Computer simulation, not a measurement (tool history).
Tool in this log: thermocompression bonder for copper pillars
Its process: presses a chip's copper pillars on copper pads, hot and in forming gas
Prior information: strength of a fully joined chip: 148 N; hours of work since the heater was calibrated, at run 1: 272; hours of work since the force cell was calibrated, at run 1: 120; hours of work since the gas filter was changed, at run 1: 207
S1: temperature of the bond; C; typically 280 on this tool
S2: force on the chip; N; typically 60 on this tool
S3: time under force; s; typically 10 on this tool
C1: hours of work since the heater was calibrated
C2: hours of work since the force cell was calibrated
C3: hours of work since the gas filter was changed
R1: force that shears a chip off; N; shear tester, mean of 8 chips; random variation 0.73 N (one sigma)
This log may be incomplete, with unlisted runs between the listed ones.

| run | hour | S1 | S2 | S3 | C1 | C2 | C3 | R1 |
|---|---|---|---|---|---|---|---|---|
| 1 | 0 | 280 | 60 | 10 | 272 | 120 | 207 | 63.3 |
| 2 | 88.8 | 293 | 60 | 10 | 319 | 167 | 254 | 72.7 |
|  | 101.3 | forming gas filter changed |
| 3 | 172.8 | 280 | 58 | 10 | 363 | 211 | 38 | 63.3 |
| 4 | 239.9 | 280 | 58 | 10 | 398 | 247 | 73 | 62.9 |
| 5 | 310.5 | 280 | 58 | 10 | 436 | 284 | 111 | 62.5 |
| 6 | 384.8 | 280 | 58 | 10 | 475 | 323 | 150 | 61.5 |
| 7 | 457.2 | 280 | 60 | 10 | 514 | 362 | 188 | 62.7 |
| 8 | 520.3 | 280 | 60 | 10 | 547 | 395 | 222 | 63.1 |
| 9 | 583.6 | 280 | 60 | 10 | 580 | 429 | 255 | 62.4 |
|  | 595.5 | forming gas filter changed |
| 10 | 621.3 | 280 | 60 | 10 | 600 | 448 | 14 | 66.3 |
| 11 | 668.7 | 280 | 60 | 10 | 625 | 474 | 39 | 64.9 |
| 12 | 741.1 | 280 | 60 | 10 | 664 | 512 | 77 | 64.1 |
| 13 | 821.4 | 280 | 60 | 10 | 706 | 554 | 120 | 62.5 |
| 14 | 860.3 | 280 | 60 | 10 | 727 | 575 | 140 | 64.4 |
| 15 | 920.8 | 280 | 48 | 10 | 759 | 607 | 172 | 47.8 |
| 16 | 992.5 | 280 | 48 | 10 | 797 | 645 | 210 | 48.8 |
|  | 1031.8 | heater calibrated with a thermocouple chip |
| 17 | 1068.8 | 280 | 48 | 10 | 20 | 684 | 250 | 52.6 |
|  | 1087.5 | forming gas filter changed |
| 18 | 1152.7 | 280 | 48 | 10 | 64 | 728 | 34 | 54.9 |
| 19 | 1214 | 280 | 48 | 10 | 96 | 761 | 67 | 52.7 |
| 20 | 1296 | 280 | 48 | 10 | 140 | 804 | 110 | 53.4 |
| 21 | 1340 | 281 | 42 | 14 | 163 | 828 | 134 | 53.9 |
| 22 | 1388.3 | 303 | 80 | 29 | 188 | 853 | 159 | 128.5 |
|  | 1443.9 | force cell calibrated |
| 23 | 1466.1 | 303 | 80 | 29 | 229 | 12 | 200 | 125.4 |
| 24 | 1532.3 | 287 | 48 | 6 | 264 | 47 | 235 | 43.3 |
|  | 1578.3 | forming gas filter changed |
| 25 | 1595.3 | 280 | 60 | 29 | 297 | 80 | 9 | 91.6 |
| 26 | 1640.2 | 280 | 51 | 10 | 321 | 104 | 33 | 53.3 |
| 27 | 1695.7 | 280 | 51 | 10 | 350 | 133 | 62 | 54.1 |
| 28 | 1737.5 | 258 | 57 | 27 | 372 | 155 | 84 | 66.7 |
| 29 | 1803.5 | 267 | 57 | 27 | 407 | 190 | 119 | 73 |
| 30 | 1880.8 | 273 | 63 | 7 | 448 | 231 | 160 | 53.3 |
| 31 | 1929.8 | 253 | 41 | 29 | 474 | 257 | 186 | 42.5 |
| 32 | 1971.3 | 289 | 60 | 12 | 496 | 279 | 208 | 71.9 |
| 33 | 2061 | 289 | 60 | 12 | 544 | 326 | 256 | 74.7 |
|  | 2069.8 | forming gas filter changed |
| 34 | 2114.2 | 294 | 45 | 12 | 571 | 354 | 24 | 57.6 |
| 35 | 2197.2 | 272 | 72 | 26 | 615 | 398 | 67 | 96.1 |
| 36 | 2255.5 | 280 | 81 | 10 | 646 | 429 | 98 | 87.3 |
| 37 | 2304.4 | 285 | 47 | 8 | 672 | 455 | 124 | 45.1 |
| 38 | 2392 | 300 | 47 | 14 | 718 | 501 | 171 | 68 |
| 39 | 2465.3 | 266 | 61 | 21 | 757 | 540 | 209 | 69 |

Each row is a separate what-if for the run after 39, all from the same tool condition, not one after another. Results?
| A | 2535 | 280 | 60 | 6 | 794 | 577 | 246 | ? |
| B | 2535 | 266 | 74 | 21 | 794 | 577 | 246 | ? |
| C | 2535 | 297 | 55 | 8 | 794 | 577 | 246 | ? |
| D | 2535 | 266 | 60 | 21 | 794 | 577 | 246 | ? |

| run | R1 |
|---|---|
| A | 48.3 |
| B | 84.1 |
| C | 61.8 |
| D | 67.6 |
What these runs would have given with no unlogged condition in the tool:
| run | R1 |
|---|---|
| A | 54.1 |
| B | 92.9 |
| C | 68.4 |
| D | 75.3 |
